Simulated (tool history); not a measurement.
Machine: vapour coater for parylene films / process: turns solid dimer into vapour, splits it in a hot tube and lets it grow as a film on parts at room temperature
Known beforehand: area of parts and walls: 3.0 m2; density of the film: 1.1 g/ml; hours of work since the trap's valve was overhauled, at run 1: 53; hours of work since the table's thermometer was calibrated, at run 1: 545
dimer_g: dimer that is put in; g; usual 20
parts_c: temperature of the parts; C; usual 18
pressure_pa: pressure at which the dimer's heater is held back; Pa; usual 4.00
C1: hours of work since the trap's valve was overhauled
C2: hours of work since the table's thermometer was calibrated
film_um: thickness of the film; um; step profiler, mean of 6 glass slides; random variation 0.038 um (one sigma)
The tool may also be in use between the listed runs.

{"run": 1, "day": 0.0, "dimer_g": 20, "parts_c": 18, "pressure_pa": 4.0, "C1": 53, "C2": 545, "film_um": 3.83}
{"run": 2, "day": 0.812, "dimer_g": 20, "parts_c": 18, "pressure_pa": 4.0, "C1": 61, "C2": 553, "film_um": 3.85}
{"run": 3, "day": 2.058, "dimer_g": 20, "parts_c": 18, "pressure_pa": 4.0, "C1": 73, "C2": 565, "film_um": 3.83}
{"run": 4, "day": 2.808, "dimer_g": 20, "parts_c": 18, "pressure_pa": 4.0, "C1": 80, "C2": 573, "film_um": 3.72}
{"run": 5, "day": 3.875, "dimer_g": 20, "parts_c": 18, "pressure_pa": 4.0, "C1": 90, "C2": 583, "film_um": 3.74}
{"run": 6, "day": 5.25, "dimer_g": 20, "parts_c": 18, "pressure_pa": 4.0, "C1": 104, "C2": 596, "film_um": 3.81}
{"day": 5.354, "done": "table's thermometer calibrated"}
{"run": 7, "day": 6.733, "dimer_g": 12, "parts_c": 29, "pressure_pa": 3.16, "C1": 118, "C2": 13, "film_um": 1.44}
{"run": 8, "day": 8.092, "dimer_g": 16, "parts_c": 21, "pressure_pa": 4.0, "C1": 131, "C2": 27, "film_um": 2.57}
{"day": 8.758, "done": "table's thermometer calibrated, once more"}
{"run": 9, "day": 8.758, "dimer_g": 16, "parts_c": 21, "pressure_pa": 4.0, "C1": 137, "C2": 0, "film_um": 2.72}
{"run": 10, "day": 10.0, "dimer_g": 16, "parts_c": 21, "pressure_pa": 4.0, "C1": 149, "C2": 12, "film_um": 2.65}
{"run": 11, "day": 10.612, "dimer_g": 16, "parts_c": 21, "pressure_pa": 4.0, "C1": 155, "C2": 18, "film_um": 2.66}

For each entry between runs, how does the tool's hidden state at the last listed run before it compare with that at the first listed run after it?
In the gap between runs 6 and 7: table's thermometer calibrated (day 5.354)
  vapour lost through the trap's worn valve, %: 2.6 -> 2.9; true temperature of the parts over the reading, C: 0.49 -> 0.7
  what was measured, less what the result would be without the hidden state, film_um: -0.19 -> -0.09 um
In the gap between runs 8 and 9: table's thermometer calibrated, once more (day 8.758)
  vapour lost through the trap's worn valve, %: 3.2 -> 3.3; true temperature of the parts over the reading, C: 0.71 -> -0.02
  what was measured, less what the result would be without the hidden state, film_um: -0.17 -> -0.09 um

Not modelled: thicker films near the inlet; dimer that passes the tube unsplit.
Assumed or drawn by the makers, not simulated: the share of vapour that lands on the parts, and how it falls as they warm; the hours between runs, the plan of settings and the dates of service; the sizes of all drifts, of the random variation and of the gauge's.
